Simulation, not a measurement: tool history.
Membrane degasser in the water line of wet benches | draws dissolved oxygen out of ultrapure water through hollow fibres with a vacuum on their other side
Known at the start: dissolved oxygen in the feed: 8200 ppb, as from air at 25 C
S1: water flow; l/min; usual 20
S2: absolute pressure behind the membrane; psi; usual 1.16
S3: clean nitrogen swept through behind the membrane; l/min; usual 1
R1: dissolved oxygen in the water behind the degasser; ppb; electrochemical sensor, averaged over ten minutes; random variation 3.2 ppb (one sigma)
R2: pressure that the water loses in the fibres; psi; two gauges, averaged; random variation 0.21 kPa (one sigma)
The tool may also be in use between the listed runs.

run	hour	S1	S2	S3	R1	R2
1	0	20	1.16	1	325.3	7.33
2	75.7	20	1.16	1	318.5	7.307
3	177.3	13	1.16	1	192	4.725
4	255.5	13	1.16	1	192.5	4.75
5	335.2	13	1.16	1	190	4.724
6	473.8	13	1.16	1	189.4	4.76
7	628.1	13	1.16	1	190.4	4.764
8	714.7	13	1.16	1	190.2	4.812
9	845.2	15	1.16	1	229.1	5.449
10	926.7	15	1.16	1	229.1	5.494
11	1025.1	20	1.16	0.57	443.3	7.288
12	1141.8	20	0.918	1	251.8	7.316
13	1222.8	20	0.918	1	253.3	7.294
14	1306.9	20	0.918	1	246.1	7.304
15	1447.8	20	0.918	1	249.1	7.31
16	1539.2	20	0.918	1	253.6	7.323
17	1624.6	20	0.918	1	249.6	7.272
18	1775.9	20	0.918	1	254.8	7.269
19	1929	20	0.918	1	256.9	7.29
20	2047.6	20	1.511	2.33	258.1	7.234
21	2180.4	20	1.511	2.33	257.8	7.278
22	2336.1	21	0.835	1.48	208.8	7.619
23	2422.4	31	0.835	2.49	305.1	11.307
24	2536.9	26	1.054	2.26	285.2	9.536
25	2610.2	19	2.054	1.95	341.3	6.963
26	2686.2	14	1.903	1	365.7	5.13
27	2789.8	14	1.903	1	361.6	5.117
28	2951.5	14	1.903	1	365.4	5.105
# hour 3068: seals of the vacuum lines changed
29	3068	20	1.16	2.76	198.5	7.349
30	3140.7	18	0.821	1	192.1	6.599
31	3263.1	18	0.821	1	192.4	6.563

Forecast each of these 5 alternatives for the next run:
A	3414.7	28	2.248	1	?	?
B	3414.7	14	0.925	1.62	?	?
C	3414.7	29	2.582	1	?	?
D	3414.7	15	2.631	0.81	?	?
E	3414.7	20	1.16	1.19	?	?

run	R1	R2
A	853.6	10.209
B	124.4	5.101
C	1000.2	10.628
D	632.7	5.503
E	296.9	7.345
Without the tool's hidden state the same runs would have given:
run	R1	R2
A	853.2	10.205
B	124.2	5.1
C	999.8	10.625
D	632.5	5.5
E	296.6	7.342
